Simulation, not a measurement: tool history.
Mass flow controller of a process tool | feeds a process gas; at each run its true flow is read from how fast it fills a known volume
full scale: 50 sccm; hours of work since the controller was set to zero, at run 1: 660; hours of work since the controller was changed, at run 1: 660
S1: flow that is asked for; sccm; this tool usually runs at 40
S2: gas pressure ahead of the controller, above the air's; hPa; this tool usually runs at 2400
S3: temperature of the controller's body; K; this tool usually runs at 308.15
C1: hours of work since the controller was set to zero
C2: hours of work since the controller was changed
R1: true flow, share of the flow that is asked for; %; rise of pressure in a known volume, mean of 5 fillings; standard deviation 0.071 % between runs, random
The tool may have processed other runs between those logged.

| run | hour | S1 | S2 | S3 | C1 | C2 | R1 |
|---|---|---|---|---|---|---|---|
| 1 | 0.0 | 40 | 2400 | 308.15 | 660 | 660 | 100.60 |
| 2 | 168.8 | 40 | 2400 | 308.15 | 747 | 747 | 100.71 |
| 3 | 292.4 | 40 | 2400 | 308.15 | 811 | 811 | 100.85 |
| 4 | 553.1 | 40 | 2400 | 308.15 | 946 | 946 | 100.90 |
| 5 | 695.7 | 40 | 2400 | 308.15 | 1020 | 1020 | 100.97 |
| 6 | 937.5 | 40 | 2400 | 301.15 | 1145 | 1145 | 100.67 |
| 7 | 1059.0 | 40 | 2400 | 301.15 | 1208 | 1208 | 100.77 |
| 8 | 1295.3 | 40 | 2400 | 301.15 | 1330 | 1330 | 100.69 |
| 9 | 1532.9 | 43 | 2760 | 308.15 | 1453 | 1453 | 101.26 |
| 10 | 1751.9 | 43 | 2760 | 308.15 | 1566 | 1566 | 101.33 |
|  | 1771.4 | controller's zero set anew |
| 11 | 2005.6 | 9 | 2220 | 298.15 | 121 | 1697 | 101.39 |
| 12 | 2159.4 | 9 | 2220 | 298.15 | 201 | 1776 | 101.45 |
| 13 | 2322.7 | 24 | 2130 | 313.15 | 285 | 1861 | 101.69 |
| 14 | 2528.5 | 23 | 2370 | 295.15 | 391 | 1967 | 100.92 |
|  | 2723.4 | controller's zero set anew, once more |
| 15 | 2723.4 | 40 | 2250 | 303.15 | 0 | 2068 | 101.15 |

4 options for the next run, each taken on its own from the tool as it stands now. Forecast them:
| A | 2892.3 | 19 | 2210 | 309.15 | 87 | 2155 | ? |
| B | 2892.3 | 19 | 2630 | 294.15 | 87 | 2155 | ? |
| C | 2892.3 | 5 | 2400 | 308.15 | 87 | 2155 | ? |
| D | 2892.3 | 9 | 1610 | 299.15 | 87 | 2155 | ? |

| run | R1 |
|---|---|
| A | 101.11 |
| B | 100.25 |
| C | 101.31 |
| D | 100.66 |
Without the tool's hidden state the same runs would have given:
| run | R1 |
|---|---|
| A | 99.74 |
| B | 98.88 |
| C | 99.46 |
| D | 99.10 |

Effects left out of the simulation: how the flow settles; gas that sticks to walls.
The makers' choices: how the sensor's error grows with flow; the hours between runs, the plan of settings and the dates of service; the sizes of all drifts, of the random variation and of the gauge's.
